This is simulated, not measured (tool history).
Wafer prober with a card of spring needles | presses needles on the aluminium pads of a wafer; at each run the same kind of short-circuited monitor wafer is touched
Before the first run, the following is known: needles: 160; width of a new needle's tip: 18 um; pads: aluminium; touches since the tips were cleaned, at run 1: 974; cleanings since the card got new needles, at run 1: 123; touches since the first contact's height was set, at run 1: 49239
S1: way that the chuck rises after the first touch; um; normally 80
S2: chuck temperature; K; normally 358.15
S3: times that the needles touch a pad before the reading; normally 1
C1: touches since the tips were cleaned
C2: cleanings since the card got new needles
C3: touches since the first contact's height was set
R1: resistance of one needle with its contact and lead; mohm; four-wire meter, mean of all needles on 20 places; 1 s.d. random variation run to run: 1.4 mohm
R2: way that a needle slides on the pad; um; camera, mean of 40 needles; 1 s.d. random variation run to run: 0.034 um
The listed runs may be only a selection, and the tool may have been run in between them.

run 1 hour=0.0 | S1=80 S2=358.15 S3=1 | C1=974 C2=123 C3=49239 | R1=138 R2=19.70
-- hour=10.7 tips cleaned on abrasive film
-- hour=25.5 tips cleaned on abrasive film
run 2 hour=31.2 | S1=80 S2=306.15 S3=1 | C1=1183 C2=125 C3=55734 | R1=135 R2=19.68
-- hour=39.4 tips cleaned on abrasive film
-- hour=55.1 tips cleaned on abrasive film
run 3 hour=56.1 | S1=80 S2=306.15 S3=1 | C1=210 C2=127 C3=60922 | R1=125 R2=19.72
-- hour=69.5 tips cleaned on abrasive film
-- hour=69.8 height of the first contact set anew
-- hour=83.3 tips cleaned on abrasive film
run 4 hour=87.8 | S1=80 S2=306.15 S3=1 | C1=942 C2=129 C3=3755 | R1=130 R2=19.88
-- hour=99.2 tips cleaned on abrasive film
-- hour=113.5 tips cleaned on abrasive film
run 5 hour=122.8 | S1=80 S2=306.15 S3=1 | C1=1955 C2=131 C3=11056 | R1=138 R2=19.88
-- hour=129.3 tips cleaned on abrasive film
-- hour=145.3 tips cleaned on abrasive film
-- hour=160.2 tips cleaned on abrasive film
run 6 hour=166.1 | S1=80 S2=306.15 S3=1 | C1=1250 C2=134 C3=20084 | R1=131 R2=19.81
-- hour=175.7 tips cleaned on abrasive film
-- hour=189.6 tips cleaned on abrasive film
-- hour=203.9 tips cleaned on abrasive film
run 7 hour=205.2 | S1=80 S2=358.15 S3=1 | C1=262 C2=137 C3=28208 | R1=133 R2=19.79
-- hour=220.3 tips cleaned on abrasive film
run 8 hour=229.8 | S1=77 S2=358.15 S3=1 | C1=1989 C2=138 C3=33344 | R1=145 R2=19.07
-- hour=235.5 tips cleaned on abrasive film
-- hour=251.4 tips cleaned on abrasive film
-- hour=265.5 tips cleaned on abrasive film
run 9 hour=266.0 | S1=77 S2=358.15 S3=1 | C1=96 C2=141 C3=40875 | R1=130 R2=18.99
-- hour=280.0 tips cleaned on abrasive film
-- hour=296.0 tips cleaned on abrasive film
-- hour=310.4 tips cleaned on abrasive film
run 10 hour=310.4 | S1=77 S2=358.15 S3=1 | C1=0 C2=144 C3=50130 | R1=127 R2=18.98
-- hour=325.5 tips cleaned on abrasive film
-- hour=339.7 tips cleaned on abrasive film
-- hour=354.6 tips cleaned on abrasive film
run 11 hour=354.6 | S1=77 S2=358.15 S3=1 | C1=0 C2=147 C3=59351 | R1=131 R2=18.97
-- hour=370.4 tips cleaned on abrasive film
-- hour=376.3 height of the first contact set anew
run 12 hour=383.5 | S1=80 S2=358.15 S3=2 | C1=2668 C2=148 C3=1499 | R1=140 R2=19.89
-- hour=385.5 tips cleaned on abrasive film
-- hour=400.1 tips cleaned on abrasive film
-- hour=414.3 tips cleaned on abrasive film
run 13 hour=422.9 | S1=80 S2=358.15 S3=2 | C1=1821 C2=151 C3=9715 | R1=138 R2=19.84
-- hour=429.7 tips cleaned on abrasive film
-- hour=444.8 tips cleaned on abrasive film
-- hour=459.2 tips cleaned on abrasive film
run 14 hour=460.9 | S1=80 S2=358.15 S3=2 | C1=359 C2=154 C3=17621 | R1=130 R2=19.89
-- hour=473.5 tips cleaned on abrasive film
-- hour=488.4 tips cleaned on abrasive film
run 15 hour=490.0 | S1=80 S2=358.15 S3=1 | C1=321 C2=156 C3=23674 | R1=131 R2=19.75
-- hour=503.2 tips cleaned on abrasive film
-- hour=517.4 tips cleaned on abrasive film
run 16 hour=523.8 | S1=65 S2=302.15 S3=1 | C1=1340 C2=158 C3=30717 | R1=144 R2=16.11
-- hour=533.9 tips cleaned on abrasive film
run 17 hour=546.1 | S1=97 S2=377.15 S3=2 | C1=2577 C2=159 C3=35392 | R1=139 R2=24.07
-- hour=549.2 tips cleaned on abrasive film
-- hour=564.9 tips cleaned on abrasive film
-- hour=580.4 tips cleaned on abrasive film
run 18 hour=590.0 | S1=88 S2=303.15 S3=2 | C1=2000 C2=162 C3=44520 | R1=130 R2=21.73
-- hour=595.8 tips cleaned on abrasive film
-- hour=610.9 tips cleaned on abrasive film
run 19 hour=610.9 | S1=88 S2=299.15 S3=2 | C1=0 C2=164 C3=48864 | R1=120 R2=21.76
-- hour=626.6 tips cleaned on abrasive film
run 20 hour=629.6 | S1=96 S2=358.15 S3=2 | C1=622 C2=165 C3=52775 | R1=127 R2=23.64
-- hour=641.5 tips cleaned on abrasive film
-- hour=657.5 tips cleaned on abrasive film
run 21 hour=666.3 | S1=96 S2=367.15 S3=1 | C1=1857 C2=167 C3=60438 | R1=141 R2=23.70
-- hour=672.5 tips cleaned on abrasive film
-- hour=683.9 height of the first contact set anew
run 22 hour=685.2 | S1=66 S2=358.15 S3=3 | C1=2600 C2=168 C3=288 | R1=145 R2=16.37
-- hour=688.7 tips cleaned on abrasive film
-- hour=704.0 tips cleaned on abrasive film
-- hour=717.9 tips cleaned on abrasive film
run 23 hour=719.7 | S1=80 S2=308.15 S3=3 | C1=374 C2=171 C3=7450 | R1=124 R2=19.85
-- hour=733.4 tips cleaned on abrasive film
-- hour=748.6 tips cleaned on abrasive film
-- hour=762.6 tips cleaned on abrasive film
run 24 hour=762.6 | S1=80 S2=316.15 S3=1 | C1=0 C2=174 C3=16385 | R1=125 R2=19.76
-- hour=778.8 tips cleaned on abrasive film
-- hour=794.7 tips cleaned on abrasive film
run 25 hour=807.6 | S1=90 S2=358.15 S3=2 | C1=2705 C2=176 C3=25796 | R1=136 R2=22.38
-- hour=811.0 tips cleaned on abrasive film
-- hour=825.7 tips cleaned on abrasive film
run 26 hour=834.3 | S1=90 S2=358.15 S3=2 | C1=1816 C2=178 C3=31351 | R1=134 R2=22.31
-- hour=839.6 tips cleaned on abrasive film
-- hour=853.9 tips cleaned on abrasive film
run 27 hour=861.1 | S1=90 S2=358.15 S3=2 | C1=1507 C2=180 C3=36920 | R1=134 R2=22.31
-- hour=869.4 tips cleaned on abrasive film
-- hour=883.2 tips cleaned on abrasive film
run 28 hour=883.2 | S1=97 S2=391.15 S3=1 | C1=0 C2=182 C3=41519 | R1=129 R2=24.09

Subtracting, for every run, the result it would have given without the tool's unlogged condition from the measured result gives the following. The same run-to-run variation enters both numbers; the gauge's scatter may not:
The hidden state here: debris on the tips, nm; way that the needles fall short of the set height, um; tips' diameter, um; drift of the gauge itself on contact_mohm, %; drift of the gauge itself on scrub_um, %.
run=1 R1=+13 R2=-0.18
run=2 R1=+15 R2=-0.20
run=3 R1=+6 R2=-0.22
run=4 R1=+12 R2=-0.01
run=5 R1=+21 R2=-0.03
run=6 R1=+13 R2=-0.06
run=7 R1=+7 R2=-0.10
run=8 R1=+19 R2=-0.11
run=9 R1=+6 R2=-0.13
run=10 R1=+3 R2=-0.17
run=11 R1=+4 R2=-0.20
run=12 R1=+13 R2=+0.00
run=13 R1=+11 R2=-0.03
run=14 R1=+5 R2=-0.06
run=15 R1=+6 R2=-0.08
run=16 R1=+25 R2=-0.11
run=17 R1=+11 R2=-0.12
run=18 R1=+12 R2=-0.15
run=19 R1=+4 R2=-0.17
run=20 R1=+4 R2=-0.18
run=21 R1=+14 R2=-0.21
run=22 R1=+15 R2=+0.00
run=23 R1=+5 R2=-0.03
run=24 R1=+5 R2=-0.05
run=25 R1=+14 R2=-0.08
run=26 R1=+11 R2=-0.09
run=27 R1=+10 R2=-0.11
run=28 R1=+3 R2=-0.13

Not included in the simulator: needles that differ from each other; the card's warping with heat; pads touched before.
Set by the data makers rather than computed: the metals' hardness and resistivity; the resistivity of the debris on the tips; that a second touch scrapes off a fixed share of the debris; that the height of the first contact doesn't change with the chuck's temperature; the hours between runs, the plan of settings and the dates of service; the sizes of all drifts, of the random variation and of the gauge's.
